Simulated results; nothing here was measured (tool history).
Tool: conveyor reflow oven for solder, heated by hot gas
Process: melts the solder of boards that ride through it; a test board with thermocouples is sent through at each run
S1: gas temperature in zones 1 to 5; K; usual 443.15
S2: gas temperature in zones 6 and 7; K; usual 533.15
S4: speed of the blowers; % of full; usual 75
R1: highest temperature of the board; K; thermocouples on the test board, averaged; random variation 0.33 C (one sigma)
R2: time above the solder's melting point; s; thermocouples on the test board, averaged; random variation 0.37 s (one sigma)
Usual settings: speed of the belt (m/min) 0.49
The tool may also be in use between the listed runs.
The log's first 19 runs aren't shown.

run 20 day=23.521 | S1=443.15 S2=533.15 speed_of_the_belt_(m/min)=0.474 S4=55 | R1=521.55 R2=71.7
run 21 day=25.071 | S1=443.15 S2=535.15 speed_of_the_belt_(m/min)=0.474 S4=55 | R1=523.95 R2=72.9
run 22 day=25.871 | S1=443.15 S2=541.15 speed_of_the_belt_(m/min)=0.576 S4=58 | R1=522.45 R2=57.7
run 23 day=26.867 | S1=443.15 S2=541.15 speed_of_the_belt_(m/min)=0.576 S4=58 | R1=522.75 R2=56.6
-- day=28.004 flux residue cleaned out of gas plates and filters
run 24 day=28.446 | S1=435.15 S2=529.15 speed_of_the_belt_(m/min)=0.561 S4=59 | R1=513.25 R2=47.4
run 25 day=29.933 | S1=435.15 S2=529.15 speed_of_the_belt_(m/min)=0.561 S4=63 | R1=514.45 R2=48.3
run 26 day=31.417 | S1=435.15 S2=529.15 speed_of_the_belt_(m/min)=0.561 S4=63 | R1=513.25 R2=48.5
run 27 day=32.067 | S1=446.15 S2=533.15 speed_of_the_belt_(m/min)=0.49 S4=59 | R1=523.55 R2=72.6
run 28 day=33.329 | S1=446.15 S2=533.15 speed_of_the_belt_(m/min)=0.49 S4=59 | R1=523.15 R2=71.9
run 29 day=34.779 | S1=441.15 S2=547.15 speed_of_the_belt_(m/min)=0.49 S4=53 | R1=533.55 R2=79
run 30 day=35.533 | S1=441.15 S2=547.15 speed_of_the_belt_(m/min)=0.49 S4=53 | R1=534.15 R2=78.6
run 31 day=36.667 | S1=441.15 S2=547.15 speed_of_the_belt_(m/min)=0.49 S4=53 | R1=533.95 R2=79.5

3 ways to go on from here, each from the tool as it stands after run 31. What would each give?
run A day=37.846 | S1=443.15 S2=533.15 speed_of_the_belt_(m/min)=0.398 S4=54 | R1=? R2=?
run B day=37.846 | S1=443.15 S2=540.15 speed_of_the_belt_(m/min)=0.564 S4=55 | R1=? R2=?
run C day=37.846 | S1=443.15 S2=531.15 speed_of_the_belt_(m/min)=0.405 S4=61 | R1=? R2=?

run=A R1=527.65 R2=95.3
run=B R1=523.25 R2=59.9
run=C R1=526.45 R2=91.2
Without the tool's hidden state the same runs would have given:
run=A R1=524.65 R2=92
run=B R1=521.15 R2=57.8
run=C R1=523.55 R2=88.1
